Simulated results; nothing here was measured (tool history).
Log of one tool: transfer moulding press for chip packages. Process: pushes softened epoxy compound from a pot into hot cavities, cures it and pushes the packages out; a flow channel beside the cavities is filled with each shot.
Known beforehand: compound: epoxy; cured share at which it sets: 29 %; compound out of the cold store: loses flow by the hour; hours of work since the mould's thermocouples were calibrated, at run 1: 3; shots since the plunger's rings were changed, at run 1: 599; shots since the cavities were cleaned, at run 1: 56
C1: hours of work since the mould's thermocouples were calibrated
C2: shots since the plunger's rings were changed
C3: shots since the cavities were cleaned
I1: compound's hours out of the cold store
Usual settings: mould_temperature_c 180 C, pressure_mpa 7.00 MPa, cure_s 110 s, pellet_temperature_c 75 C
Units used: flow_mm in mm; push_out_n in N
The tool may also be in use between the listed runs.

Run 1, day 0.000: usual settings; C1 3; C2 599; C3 56; I1 36.2. Result: flow_mm 545 mm, push_out_n 188 N.
Run 2, day 0.871: usual settings but pellet_temperature_c 68 C; C1 14; C2 775; C3 232; I1 21.2. Result: flow_mm 597 mm, push_out_n 238 N.
Run 3, day 1.967: usual settings but pellet_temperature_c 68 C; C1 26; C2 996; C3 453; I1 27.5. Result: flow_mm 572 mm, push_out_n 285 N.
At day 3.771: cavities cleaned with cleaning compound and waxed.
Run 4, day 4.042: usual settings but pellet_temperature_c 68 C; C1 50; C2 1402; C3 54; I1 37.2. Result: flow_mm 539 mm, push_out_n 200 N.
Run 5, day 5.904: usual settings but pellet_temperature_c 68 C; C1 72; C2 1779; C3 431; I1 38.6. Result: flow_mm 536 mm, push_out_n 270 N.
Run 6, day 7.304: usual settings but pellet_temperature_c 68 C; C1 89; C2 2061; C3 713; I1 17.2. Result: flow_mm 604 mm, push_out_n 305 N.
At day 7.758: cavities cleaned with cleaning compound and waxed.
Run 7, day 9.121: usual settings but pressure_mpa 6.21 MPa, pellet_temperature_c 68 C; C1 109; C2 2415; C3 275; I1 32.0. Result: flow_mm 516 mm, push_out_n 249 N.
Run 8, day 10.683: usual settings but pressure_mpa 6.21 MPa, pellet_temperature_c 68 C; C1 128; C2 2730; C3 590; I1 27.2. Result: flow_mm 530 mm, push_out_n 292 N.
At day 11.738: cavities cleaned with cleaning compound and waxed.
Run 9, day 11.738: usual settings but pressure_mpa 6.21 MPa, pellet_temperature_c 68 C; C1 139; C2 2931; C3 0; I1 22.8. Result: flow_mm 548 mm, push_out_n 186 N.
Run 10, day 12.725: usual settings; C1 151; C2 3130; C3 199; I1 32.7. Result: flow_mm 547 mm, push_out_n 230 N.
Run 11, day 14.312: usual settings; C1 170; C2 3450; C3 519; I1 24.7. Result: flow_mm 570 mm, push_out_n 294 N.
At day 15.775: cavities cleaned with cleaning compound and waxed.
Run 12, day 15.775: usual settings but pellet_temperature_c 74 C; C1 186; C2 3734; C3 0; I1 36.0. Result: flow_mm 532 mm, push_out_n 173 N.
Run 13, day 17.400: usual settings but pressure_mpa 8.73 MPa, pellet_temperature_c 68 C; C1 205; C2 4061; C3 327; I1 41.4. Result: flow_mm 578 mm, push_out_n 256 N.
At day 18.538: plunger's sealing rings changed.
Run 14, day 19.200: usual settings but pressure_mpa 6.36 MPa, cure_s 113 s; C1 225; C2 134; C3 670; I1 45.2. Result: flow_mm 496 mm, push_out_n 287 N.
At day 19.975: cavities cleaned with cleaning compound and waxed.
Run 15, day 20.254: usual settings but pressure_mpa 6.36 MPa, cure_s 113 s; C1 237; C2 334; C3 57; I1 24.7. Result: flow_mm 559 mm, push_out_n 193 N.
Run 16, day 21.250: usual settings but pressure_mpa 6.36 MPa, cure_s 113 s; C1 249; C2 535; C3 258; I1 27.9. Result: flow_mm 549 mm, push_out_n 225 N.
Run 17, day 22.404: usual settings but pressure_mpa 6.36 MPa, cure_s 113 s; C1 262; C2 768; C3 491; I1 43.0. Result: flow_mm 500 mm, push_out_n 269 N.
At day 24.008: cavities cleaned with cleaning compound and waxed.
Run 18, day 24.221: usual settings but mould_temperature_c 178 C, pressure_mpa 7.33 MPa, cure_s 128 s, pellet_temperature_c 76 C; C1 283; C2 1123; C3 44; I1 39.4. Result: flow_mm 555 mm, push_out_n 175 N.
Run 19, day 25.462: usual settings but mould_temperature_c 178 C, pressure_mpa 7.33 MPa, cure_s 128 s, pellet_temperature_c 76 C; C1 298; C2 1373; C3 294; I1 17.8. Result: flow_mm 623 mm, push_out_n 237 N.
Run 20, day 27.033: usual settings but mould_temperature_c 184 C, pressure_mpa 7.08 MPa, cure_s 111 s, pellet_temperature_c 71 C; C1 316; C2 1690; C3 611; I1 34.7. Result: flow_mm 541 mm, push_out_n 266 N.
At day 27.958: cavities cleaned with cleaning compound and waxed.
Run 21, day 28.521: usual settings but mould_temperature_c 176 C, pressure_mpa 5.25 MPa, cure_s 95 s; C1 333; C2 1978; C3 113; I1 47.6. Result: flow_mm 443 mm, push_out_n 290 N.
Run 22, day 29.517: usual settings but mould_temperature_c 176 C, pressure_mpa 5.25 MPa, cure_s 95 s; C1 345; C2 2179; C3 314; I1 43.6. Result: flow_mm 453 mm, push_out_n 371 N.
Run 23, day 31.254: usual settings but mould_temperature_c 176 C, pressure_mpa 5.25 MPa, cure_s 95 s; C1 365; C2 2530; C3 665; I1 16.2. Result: flow_mm 527 mm, push_out_n 461 N.

Below are 4 alternative next runs, each starting from the tool's condition after run 23. Predict each:
At day 31.938: cavities cleaned with cleaning compound and waxed.
Run A, day 32.712: usual settings but mould_temperature_c 173 C, pressure_mpa 5.49 MPa; C1 382; C2 2812; C3 157; I1 43.1. Result: flow_mm ?, push_out_n ?.
At day 31.938: cavities cleaned with cleaning compound and waxed.
Run B, day 32.712: usual settings but mould_temperature_c 176 C, pressure_mpa 6.99 MPa, pellet_temperature_c 71 C; C1 382; C2 2812; C3 157; I1 28.7. Result: flow_mm ?, push_out_n ?.
At day 31.938: cavities cleaned with cleaning compound and waxed.
Run C, day 32.712: usual settings but mould_temperature_c 176 C, pressure_mpa 5.25 MPa, cure_s 137 s; C1 382; C2 2812; C3 157; I1 43.3. Result: flow_mm ?, push_out_n ?.
At day 31.938: cavities cleaned with cleaning compound and waxed.
Run D, day 32.712: usual settings but pressure_mpa 6.05 MPa; C1 382; C2 2812; C3 157; I1 41.7. Result: flow_mm ?, push_out_n ?.

run  flow_mm  push_out_n
  A      468         292
  B      566         245
  C      451         208
  D      484         208
With no hidden state in the tool, these same runs would have given:
run  flow_mm  push_out_n
  A      481         233
  B      582         194
  C      464         164
  D      498         163

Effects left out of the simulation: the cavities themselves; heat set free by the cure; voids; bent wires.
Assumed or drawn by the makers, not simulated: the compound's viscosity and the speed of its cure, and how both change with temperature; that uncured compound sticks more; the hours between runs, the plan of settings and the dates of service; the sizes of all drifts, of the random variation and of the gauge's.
